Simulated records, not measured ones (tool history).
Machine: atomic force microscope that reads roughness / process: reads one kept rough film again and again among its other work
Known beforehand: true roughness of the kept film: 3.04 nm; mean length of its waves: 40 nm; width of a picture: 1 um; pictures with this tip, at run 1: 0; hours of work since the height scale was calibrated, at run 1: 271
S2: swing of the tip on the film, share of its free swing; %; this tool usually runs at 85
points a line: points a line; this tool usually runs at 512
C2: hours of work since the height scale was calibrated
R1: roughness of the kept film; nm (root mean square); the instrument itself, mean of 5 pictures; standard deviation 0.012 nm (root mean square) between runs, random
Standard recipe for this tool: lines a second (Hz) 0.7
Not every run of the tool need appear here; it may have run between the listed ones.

Run 1, hour 0: usual settings; pictures with this tip 0; C2 271. Result: R1 2.716 nm (root mean square).
Run 2, hour 15.9: usual settings; pictures with this tip 24; C2 279. Result: R1 2.673 nm (root mean square).
Run 3, hour 26.9: usual settings; pictures with this tip 41; C2 283. Result: R1 2.679 nm (root mean square).
Run 4, hour 44: usual settings; pictures with this tip 68; C2 291. Result: R1 2.623 nm (root mean square).
Run 5, hour 58.2: usual settings but S2 67 %; pictures with this tip 90; C2 297. Result: R1 2.699 nm (root mean square).
Run 6, hour 70.3: usual settings; pictures with this tip 108; C2 303. Result: R1 2.613 nm (root mean square).
Run 7, hour 83.6: usual settings but lines a second (Hz) 2.413; pictures with this tip 129; C2 309. Result: R1 2.218 nm (root mean square).
Run 8, hour 98.4: usual settings but lines a second (Hz) 2.413; pictures with this tip 152; C2 315. Result: R1 2.201 nm (root mean square).
Run 9, hour 114.9: usual settings but lines a second (Hz) 2.413; pictures with this tip 177; C2 323. Result: R1 2.173 nm (root mean square).
Run 10, hour 125.1: usual settings but lines a second (Hz) 2.413; pictures with this tip 193; C2 327. Result: R1 2.173 nm (root mean square).
Run 11, hour 138.6: usual settings but lines a second (Hz) 2.413; pictures with this tip 214; C2 333. Result: R1 2.144 nm (root mean square).
Run 12, hour 147.1: usual settings but lines a second (Hz) 2.413; pictures with this tip 227; C2 337. Result: R1 2.116 nm (root mean square).
At hour 152.5: new tip fitted.
Run 13, hour 164.6: usual settings but points a line 578; pictures with this tip 18; C2 345. Result: R1 2.675 nm (root mean square).
Run 14, hour 174.6: usual settings but S2 68 %, points a line 578; pictures with this tip 34; C2 349. Result: R1 2.774 nm (root mean square).
Run 15, hour 191.9: usual settings but S2 68 %, points a line 578; pictures with this tip 61; C2 357. Result: R1 2.773 nm (root mean square).
Run 16, hour 198.9: usual settings but lines a second (Hz) 3.502, S2 77 %, points a line 1020; pictures with this tip 71; C2 360. Result: R1 2.281 nm (root mean square).
Run 17, hour 208.5: usual settings but lines a second (Hz) 1.795, S2 73 %, points a line 453; pictures with this tip 86; C2 365. Result: R1 2.546 nm (root mean square).
Run 18, hour 223.5: usual settings but lines a second (Hz) 1.795, S2 73 %, points a line 453; pictures with this tip 109; C2 371. Result: R1 2.514 nm (root mean square).
Run 19, hour 236.1: usual settings but lines a second (Hz) 0.534, S2 56 %; pictures with this tip 129; C2 377. Result: R1 2.731 nm (root mean square).
Run 20, hour 249.7: usual settings but lines a second (Hz) 0.548, S2 61 %, points a line 635; pictures with this tip 150; C2 383. Result: R1 2.707 nm (root mean square).
Run 21, hour 261.6: usual settings but lines a second (Hz) 0.548, S2 68 %, points a line 723; pictures with this tip 168; C2 388. Result: R1 2.656 nm (root mean square).
Run 22, hour 275: usual settings but lines a second (Hz) 0.624, S2 63 %, points a line 723; pictures with this tip 189; C2 394. Result: R1 2.661 nm (root mean square).
Run 23, hour 289.5: usual settings but lines a second (Hz) 3.91, S2 82 %, points a line 259; pictures with this tip 211; C2 401. Result: R1 1.956 nm (root mean square).
Run 24, hour 300: usual settings but lines a second (Hz) 2.196, S2 90 %, points a line 716; pictures with this tip 227; C2 406. Result: R1 2.084 nm (root mean square).
At hour 305.9: new tip fitted.
Run 25, hour 314.4: usual settings but lines a second (Hz) 2.196, S2 90 %, points a line 716; pictures with this tip 13; C2 412. Result: R1 2.246 nm (root mean square).
Run 26, hour 329.3: usual settings but lines a second (Hz) 2.196, S2 90 %, points a line 716; pictures with this tip 36; C2 418. Result: R1 2.233 nm (root mean square).
Run 27, hour 339.4: usual settings but lines a second (Hz) 1.593, S2 67 %, points a line 735; pictures with this tip 51; C2 423. Result: R1 2.666 nm (root mean square).

Here are 5 independent what-if runs from the current tool condition. What would each one return?
Run A, hour 353.4: usual settings but lines a second (Hz) 1.593, S2 66 %, points a line 620; pictures with this tip 73; C2 429. Result: R1 ?.
Run B, hour 353.4: usual settings but lines a second (Hz) 1.539, S2 64 %, points a line 735; pictures with this tip 73; C2 429. Result: R1 ?.
Run C, hour 353.4: usual settings but lines a second (Hz) 1.022, S2 61 %, points a line 735; pictures with this tip 73; C2 429. Result: R1 ?.
Run D, hour 353.4: usual settings but lines a second (Hz) 1.593, S2 67 %, points a line 869; pictures with this tip 73; C2 429. Result: R1 ?.
Run E, hour 353.4: usual settings but S2 57 %, points a line 580; pictures with this tip 73; C2 429. Result: R1 ?.

run     R1
  A  2.667
  B   2.68
  C  2.729
  D  2.661
  E   2.78
Had the tool no hidden state, the same runs would have come out as:
run     R1
  A  2.772
  B  2.786
  C  2.837
  D  2.766
  E   2.89
